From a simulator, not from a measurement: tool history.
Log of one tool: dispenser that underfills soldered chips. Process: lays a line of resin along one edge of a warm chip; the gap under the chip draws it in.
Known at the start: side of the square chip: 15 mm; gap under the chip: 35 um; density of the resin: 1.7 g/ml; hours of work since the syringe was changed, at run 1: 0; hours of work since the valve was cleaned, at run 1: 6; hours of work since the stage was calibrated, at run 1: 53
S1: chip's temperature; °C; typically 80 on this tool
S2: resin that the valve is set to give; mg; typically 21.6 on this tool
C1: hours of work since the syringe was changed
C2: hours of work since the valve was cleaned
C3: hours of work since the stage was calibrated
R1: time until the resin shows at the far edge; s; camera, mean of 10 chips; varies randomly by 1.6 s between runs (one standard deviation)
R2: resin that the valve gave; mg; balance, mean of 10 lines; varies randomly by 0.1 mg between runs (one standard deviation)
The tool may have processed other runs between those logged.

{"run": 1, "hour": 0.0, "S1": 80, "S2": 21.6, "C1": 0, "C2": 6, "C3": 53, "R1": 161.2, "R2": 21.47}
{"run": 2, "hour": 6.0, "S1": 80, "S2": 21.6, "C1": 4, "C2": 9, "C3": 57, "R1": 186.1, "R2": 21.51}
{"hour": 9.4, "done": "new syringe of resin"}
{"run": 3, "hour": 9.4, "S1": 80, "S2": 21.6, "C1": 0, "C2": 11, "C3": 59, "R1": 160.0, "R2": 21.39}
{"run": 4, "hour": 14.9, "S1": 80, "S2": 21.6, "C1": 3, "C2": 14, "C3": 62, "R1": 185.1, "R2": 21.27}
{"hour": 19.2, "done": "new syringe of resin"}
{"run": 5, "hour": 20.0, "S1": 69, "S2": 21.6, "C1": 1, "C2": 17, "C3": 65, "R1": 244.4, "R2": 21.0}
{"run": 6, "hour": 23.2, "S1": 69, "S2": 21.6, "C1": 2, "C2": 19, "C3": 67, "R1": 261.8, "R2": 21.17}
{"run": 7, "hour": 28.2, "S1": 80, "S2": 19.6, "C1": 6, "C2": 22, "C3": 70, "R1": 201.6, "R2": 19.05}
{"hour": 28.8, "done": "new syringe of resin"}
{"run": 8, "hour": 31.3, "S1": 80, "S2": 19.0, "C1": 1, "C2": 24, "C3": 72, "R1": 173.6, "R2": 18.58}
{"run": 9, "hour": 33.8, "S1": 80, "S2": 19.0, "C1": 3, "C2": 26, "C3": 73, "R1": 187.4, "R2": 18.48}
{"hour": 38.4, "done": "new syringe of resin"}
{"run": 10, "hour": 39.2, "S1": 80, "S2": 19.0, "C1": 0, "C2": 29, "C3": 76, "R1": 166.6, "R2": 18.46}
{"run": 11, "hour": 41.8, "S1": 85, "S2": 21.6, "C1": 2, "C2": 30, "C3": 78, "R1": 145.6, "R2": 20.76}
{"run": 12, "hour": 47.2, "S1": 66, "S2": 21.6, "C1": 5, "C2": 34, "C3": 81, "R1": 321.4, "R2": 21.03}
{"hour": 47.8, "done": "new syringe of resin"}
{"run": 13, "hour": 53.3, "S1": 80, "S2": 21.6, "C1": 3, "C2": 37, "C3": 85, "R1": 178.3, "R2": 20.95}
{"hour": 57.6, "done": "new syringe of resin"}
{"run": 14, "hour": 59.0, "S1": 80, "S2": 21.6, "C1": 1, "C2": 40, "C3": 88, "R1": 167.5, "R2": 20.89}
{"run": 15, "hour": 63.7, "S1": 80, "S2": 21.6, "C1": 4, "C2": 43, "C3": 91, "R1": 187.4, "R2": 20.66}
{"hour": 67.3, "done": "new syringe of resin"}
{"run": 16, "hour": 69.2, "S1": 85, "S2": 21.6, "C1": 1, "C2": 46, "C3": 94, "R1": 141.2, "R2": 20.79}
{"run": 17, "hour": 73.1, "S1": 85, "S2": 21.6, "C1": 4, "C2": 49, "C3": 97, "R1": 151.1, "R2": 20.65}
{"run": 18, "hour": 76.1, "S1": 85, "S2": 21.6, "C1": 5, "C2": 51, "C3": 98, "R1": 165.5, "R2": 20.66}
{"hour": 76.9, "done": "new syringe of resin"}
{"run": 19, "hour": 81.3, "S1": 85, "S2": 21.6, "C1": 3, "C2": 54, "C3": 101, "R1": 150.3, "R2": 20.35}
{"run": 20, "hour": 84.1, "S1": 77, "S2": 23.0, "C1": 4, "C2": 55, "C3": 103, "R1": 210.8, "R2": 21.95}
{"hour": 86.6, "done": "new syringe of resin"}
{"run": 21, "hour": 87.8, "S1": 77, "S2": 23.0, "C1": 1, "C2": 57, "C3": 105, "R1": 184.6, "R2": 21.65}
{"run": 22, "hour": 90.3, "S1": 89, "S2": 19.5, "C1": 2, "C2": 59, "C3": 107, "R1": 130.8, "R2": 18.29}

The next listed run, before its measurement:
{"run": 23, "hour": 95.4, "S1": 89, "S2": 19.5, "C1": 5, "C2": 62, "C3": 110, "R1": "?", "R2": "?"}

Run 23 produced R1 148.5 s, R2 18.52 mg.
The same run, on a tool lacking any hidden state, would have yielded R1 119.7 s, R2 19.60 mg.
